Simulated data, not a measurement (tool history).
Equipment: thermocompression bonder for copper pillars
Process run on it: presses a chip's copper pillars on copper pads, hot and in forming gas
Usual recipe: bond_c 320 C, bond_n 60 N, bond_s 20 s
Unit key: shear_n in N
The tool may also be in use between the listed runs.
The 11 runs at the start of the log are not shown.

{"run": 12, "hour": 139.1, "bond_c": 320, "bond_n": 60, "bond_s": 19, "shear_n": 80.4}
{"run": 13, "hour": 157.5, "bond_c": 320, "bond_n": 60, "bond_s": 19, "shear_n": 77.8}
{"run": 14, "hour": 174.4, "bond_c": 320, "bond_n": 60, "bond_s": 51, "shear_n": 102.2}
{"run": 15, "hour": 184.7, "bond_c": 320, "bond_n": 60, "bond_s": 51, "shear_n": 102.1}
{"run": 16, "hour": 199.9, "bond_c": 320, "bond_n": 60, "bond_s": 20, "shear_n": 79.5}
{"run": 17, "hour": 215.7, "bond_c": 320, "bond_n": 60, "bond_s": 20, "shear_n": 79.5}
{"hour": 220.7, "done": "forming gas filter changed"}
{"run": 18, "hour": 231.1, "bond_c": 320, "bond_n": 60, "bond_s": 20, "shear_n": 89.7}
{"run": 19, "hour": 246.6, "bond_c": 320, "bond_n": 60, "bond_s": 20, "shear_n": 89.9}
{"run": 20, "hour": 260.8, "bond_c": 320, "bond_n": 60, "bond_s": 20, "shear_n": 87.2}
{"run": 21, "hour": 270.2, "bond_c": 320, "bond_n": 60, "bond_s": 15, "shear_n": 80.9}
{"run": 22, "hour": 280.2, "bond_c": 320, "bond_n": 60, "bond_s": 15, "shear_n": 78.8}
{"run": 23, "hour": 293.4, "bond_c": 320, "bond_n": 58, "bond_s": 13, "shear_n": 74.1}
{"run": 24, "hour": 312.1, "bond_c": 320, "bond_n": 58, "bond_s": 13, "shear_n": 72.2}
{"run": 25, "hour": 332.0, "bond_c": 320, "bond_n": 58, "bond_s": 13, "shear_n": 71.4}
{"run": 26, "hour": 342.6, "bond_c": 320, "bond_n": 58, "bond_s": 13, "shear_n": 71.7}
{"run": 27, "hour": 359.4, "bond_c": 320, "bond_n": 61, "bond_s": 10, "shear_n": 67.4}
{"run": 28, "hour": 369.1, "bond_c": 320, "bond_n": 61, "bond_s": 10, "shear_n": 66.1}
{"hour": 383.4, "done": "heater calibrated with a thermocouple chip"}
{"run": 29, "hour": 388.3, "bond_c": 336, "bond_n": 60, "bond_s": 14, "shear_n": 77.4}
{"run": 30, "hour": 407.1, "bond_c": 336, "bond_n": 60, "bond_s": 14, "shear_n": 77.4}
{"run": 31, "hour": 416.4, "bond_c": 336, "bond_n": 60, "bond_s": 57, "shear_n": 110.0}
{"run": 32, "hour": 434.6, "bond_c": 320, "bond_n": 60, "bond_s": 29, "shear_n": 86.2}
{"run": 33, "hour": 453.6, "bond_c": 320, "bond_n": 60, "bond_s": 29, "shear_n": 82.6}
{"run": 34, "hour": 465.0, "bond_c": 341, "bond_n": 44, "bond_s": 14, "shear_n": 62.4}

Forecast each of these 3 alternatives for the next run:
{"hour": 470.9, "done": "forming gas filter changed"}
{"run": "A", "hour": 475.1, "bond_c": 330, "bond_n": 86, "bond_s": 29, "shear_n": "?"}
{"hour": 470.9, "done": "forming gas filter changed"}
{"run": "B", "hour": 475.1, "bond_c": 290, "bond_n": 60, "bond_s": 14, "shear_n": "?"}
{"hour": 470.9, "done": "forming gas filter changed"}
{"run": "C", "hour": 475.1, "bond_c": 291, "bond_n": 88, "bond_s": 20, "shear_n": "?"}

run=A shear_n=119.2
run=B shear_n=54.0
run=C shear_n=83.2
Had the tool no hidden state, the same runs would have come out as:
run=A shear_n=119.9
run=B shear_n=54.4
run=C shear_n=83.7
